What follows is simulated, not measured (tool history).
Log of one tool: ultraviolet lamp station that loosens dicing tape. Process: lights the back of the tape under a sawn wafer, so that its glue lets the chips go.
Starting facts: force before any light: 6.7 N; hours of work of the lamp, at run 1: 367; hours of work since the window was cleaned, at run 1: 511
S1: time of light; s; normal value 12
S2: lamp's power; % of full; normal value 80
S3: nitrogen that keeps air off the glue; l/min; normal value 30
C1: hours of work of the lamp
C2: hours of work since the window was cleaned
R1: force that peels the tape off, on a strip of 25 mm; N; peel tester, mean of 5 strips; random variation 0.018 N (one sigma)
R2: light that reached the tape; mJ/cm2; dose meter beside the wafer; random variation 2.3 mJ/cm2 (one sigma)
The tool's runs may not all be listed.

Run 1, hour 0: usual settings; C1 367; C2 511. Result: R1 1.556 N, R2 146 mJ/cm2.
Run 2, hour 22.6: usual settings; C1 380; C2 524. Result: R1 1.598 N, R2 143 mJ/cm2.
Run 3, hour 37.6: usual settings; C1 388; C2 532. Result: R1 1.604 N, R2 145 mJ/cm2.
At hour 66.4: window cleaned of glue's vapour.
Run 4, hour 68: usual settings; C1 405; C2 1. Result: R1 1.442 N, R2 157 mJ/cm2.
Run 5, hour 96.5: usual settings; C1 422; C2 17. Result: R1 1.456 N, R2 153 mJ/cm2.
Run 6, hour 129.6: usual settings; C1 441; C2 36. Result: R1 1.534 N, R2 150 mJ/cm2.
Run 7, hour 160.2: usual settings; C1 458; C2 54. Result: R1 1.596 N, R2 147 mJ/cm2.
Run 8, hour 192.3: usual settings but S2 66 % of full; C1 477; C2 72. Result: R1 2.025 N, R2 119 mJ/cm2.
Run 9, hour 221.6: usual settings; C1 494; C2 89. Result: R1 1.657 N, R2 142 mJ/cm2.
Run 10, hour 254.6: usual settings; C1 513; C2 108. Result: R1 1.698 N, R2 137 mJ/cm2.
Run 11, hour 273.3: usual settings; C1 523; C2 119. Result: R1 1.729 N, R2 138 mJ/cm2.
Run 12, hour 292.6: usual settings; C1 534; C2 130. Result: R1 1.713 N, R2 137 mJ/cm2.
Run 13, hour 309.4: usual settings; C1 544; C2 140. Result: R1 1.808 N, R2 134 mJ/cm2.
Run 14, hour 324.3: usual settings; C1 553; C2 148. Result: R1 1.772 N, R2 133 mJ/cm2.
Run 15, hour 347.5: usual settings but S1 18 s, S2 70 % of full, S3 50 l/min; C1 566; C2 162. Result: R1 1.066 N, R2 176 mJ/cm2.
Run 16, hour 375.4: usual settings but S1 18 s, S2 70 % of full, S3 50 l/min; C1 582; C2 178. Result: R1 1.056 N, R2 170 mJ/cm2.
Run 17, hour 393.3: usual settings but S2 60 % of full, S3 56 l/min; C1 592; C2 188. Result: R1 2.215 N, R2 99 mJ/cm2.
Run 18, hour 410.6: usual settings but S2 60 % of full, S3 56 l/min; C1 602; C2 198. Result: R1 2.272 N, R2 98 mJ/cm2.
Run 19, hour 428.9: usual settings but S2 83 % of full, S3 37 l/min; C1 613; C2 208. Result: R1 1.694 N, R2 130 mJ/cm2.
Run 20, hour 457.1: usual settings but S1 9 s; C1 629; C2 225. Result: R1 2.546 N, R2 95 mJ/cm2.
Run 21, hour 486.7: usual settings but S1 23 s, S2 67 % of full, S3 40 l/min; C1 646; C2 242. Result: R1 0.941 N, R2 192 mJ/cm2.
Run 22, hour 511.8: usual settings but S2 77 % of full, S3 50 l/min; C1 660; C2 256. Result: R1 1.898 N, R2 116 mJ/cm2.
Run 23, hour 527.6: usual settings but S1 7 s, S2 78 % of full, S3 50 l/min; C1 670; C2 265. Result: R1 3.155 N, R2 66 mJ/cm2.

Results per run with the tool's hidden condition removed, run-to-run variation unchanged:
Hidden state present: lamp's light, % of a new lamp's; light that the window lets through, % of a clean one's; drift of the gauge itself on peel_n, %; drift of the gauge itself on dose_mj_cm2, %.
run     R1   R2
  1  0.853  212
  2  0.863  211
  3  0.858  214
  4  0.867  214
  5  0.856  212
  6  0.874  213
  7  0.894  212
  8  1.202  174
  9   0.88  212
 10   0.88  209
 11   0.88  212
 12  0.864  213
 13    0.9  211
 14  0.867  210
 15   0.43  281
 16  0.412  278
 17  1.138  161
 18  1.152  162
 19  0.728  221
 20  1.343  162
 21  0.319  337
 22  0.781  205
 23  1.777  119
